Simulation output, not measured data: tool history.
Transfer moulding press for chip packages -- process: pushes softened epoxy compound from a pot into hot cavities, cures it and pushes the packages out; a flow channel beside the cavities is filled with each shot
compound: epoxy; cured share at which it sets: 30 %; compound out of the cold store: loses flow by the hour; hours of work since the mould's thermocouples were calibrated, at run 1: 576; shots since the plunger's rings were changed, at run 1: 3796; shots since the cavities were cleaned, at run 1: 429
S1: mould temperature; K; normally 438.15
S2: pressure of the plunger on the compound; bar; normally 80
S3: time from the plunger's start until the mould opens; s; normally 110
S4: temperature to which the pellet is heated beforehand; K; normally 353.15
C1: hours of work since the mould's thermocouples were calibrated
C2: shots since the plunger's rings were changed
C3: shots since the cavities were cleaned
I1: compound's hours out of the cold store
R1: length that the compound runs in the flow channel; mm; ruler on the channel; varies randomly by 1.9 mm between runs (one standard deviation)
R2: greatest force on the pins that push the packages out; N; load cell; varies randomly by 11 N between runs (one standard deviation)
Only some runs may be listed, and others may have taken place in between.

| run | day | S1 | S2 | S3 | S4 | C1 | C2 | C3 | I1 | R1 | R2 |
|---|---|---|---|---|---|---|---|---|---|---|---|
| 1 | 0 | 438.15 | 80 | 110 | 353.15 | 576 | 3796 | 429 | 15.6 | 632 | 869 |
|  | 0.3 | cavities cleaned with cleaning compound and waxed |
| 2 | 0.729 | 438.15 | 80 | 110 | 353.15 | 586 | 3967 | 110 | 38.6 | 572 | 961 |
| 3 | 1.3 | 438.15 | 80 | 110 | 353.15 | 594 | 4113 | 256 | 19.9 | 618 | 1034 |
|  | 2.329 | cavities cleaned with cleaning compound and waxed |
| 4 | 2.333 | 438.15 | 80 | 110 | 353.15 | 608 | 4362 | 1 | 26.8 | 601 | 494 |
|  | 2.854 | cavities cleaned with cleaning compound and waxed, once more |
| 5 | 3.358 | 438.15 | 80 | 110 | 353.15 | 622 | 4609 | 130 | 38.5 | 570 | 628 |
| 6 | 4.417 | 438.15 | 80 | 110 | 353.15 | 637 | 4880 | 401 | 33.2 | 582 | 846 |
|  | 4.817 | cavities cleaned with cleaning compound and waxed |
| 7 | 5.212 | 438.15 | 98.9 | 110 | 353.15 | 648 | 5068 | 102 | 17.5 | 686 | 622 |
| 8 | 6.208 | 438.15 | 98.9 | 110 | 353.15 | 662 | 5323 | 357 | 44.5 | 612 | 820 |
|  | 6.808 | cavities cleaned with cleaning compound and waxed |
| 9 | 7.388 | 438.15 | 66.5 | 110 | 353.15 | 678 | 5609 | 148 | 17.4 | 560 | 663 |
| 10 | 8.104 | 438.15 | 66.5 | 110 | 353.15 | 689 | 5792 | 331 | 12.2 | 571 | 821 |
|  | 8.792 | cavities cleaned with cleaning compound and waxed |
| 11 | 9.104 | 438.15 | 80 | 108 | 353.15 | 702 | 6033 | 80 | 18.2 | 608 | 599 |
| 12 | 10.046 | 438.15 | 80 | 108 | 353.15 | 716 | 6274 | 321 | 18.6 | 606 | 790 |
|  | 10.742 | cavities cleaned with cleaning compound and waxed |
| 13 | 10.967 | 438.15 | 80 | 108 | 353.15 | 728 | 6494 | 57 | 39.8 | 555 | 564 |
|  | 11.271 | plunger's sealing rings changed |
| 14 | 11.596 | 438.15 | 80 | 110 | 353.15 | 736 | 83 | 191 | 18.5 | 648 | 700 |
| 15 | 12.3 | 438.15 | 80 | 110 | 353.15 | 746 | 264 | 372 | 34.9 | 604 | 790 |
|  | 12.708 | mould's thermocouples calibrated |
|  | 12.883 | cavities cleaned with cleaning compound and waxed |
| 16 | 13.179 | 435.15 | 60 | 147 | 353.15 | 6 | 451 | 75 | 9.6 | 589 | 546 |
| 17 | 14.083 | 435.15 | 99.5 | 147 | 351.15 | 19 | 683 | 307 | 34 | 686 | 711 |
|  | 14.867 | cavities cleaned with cleaning compound and waxed |
| 18 | 15.029 | 439.15 | 65.9 | 123 | 353.15 | 32 | 910 | 42 | 26.8 | 565 | 503 |
| 19 | 15.542 | 441.15 | 80 | 110 | 353.15 | 39 | 1041 | 173 | 23.2 | 623 | 656 |
| 20 | 16.617 | 443.15 | 79.4 | 96 | 344.15 | 55 | 1317 | 449 | 34.9 | 589 | 811 |
|  | 16.821 | cavities cleaned with cleaning compound and waxed |
| 21 | 17.5 | 443.15 | 79.4 | 96 | 344.15 | 67 | 1527 | 174 | 39.4 | 575 | 670 |
| 22 | 18.542 | 443.15 | 79.4 | 96 | 344.15 | 82 | 1794 | 441 | 20.3 | 619 | 853 |
|  | 18.8 | cavities cleaned with cleaning compound and waxed |
| 23 | 19.608 | 443.15 | 79.4 | 96 | 344.15 | 96 | 2051 | 206 | 18.1 | 626 | 714 |
| 24 | 20.142 | 443.15 | 79.4 | 96 | 344.15 | 104 | 2188 | 343 | 13.8 | 637 | 808 |
|  | 20.762 | cavities cleaned with cleaning compound and waxed |
| 25 | 20.962 | 443.15 | 79.4 | 96 | 344.15 | 115 | 2382 | 51 | 42.4 | 566 | 553 |
| 26 | 21.512 | 438.15 | 68.8 | 112 | 353.15 | 123 | 2523 | 192 | 13.9 | 600 | 728 |

What will run 27 give?
| 27 | 22.538 | 430.15 | 68.8 | 93 | 355.15 | 138 | 2786 | 455 | 21 | ? | ? |

R1: 596 mm
R2: 2267 N
On a tool with no hidden condition, and with the same random variation, this run would have come out at R1 614 mm, R2 1322 N.

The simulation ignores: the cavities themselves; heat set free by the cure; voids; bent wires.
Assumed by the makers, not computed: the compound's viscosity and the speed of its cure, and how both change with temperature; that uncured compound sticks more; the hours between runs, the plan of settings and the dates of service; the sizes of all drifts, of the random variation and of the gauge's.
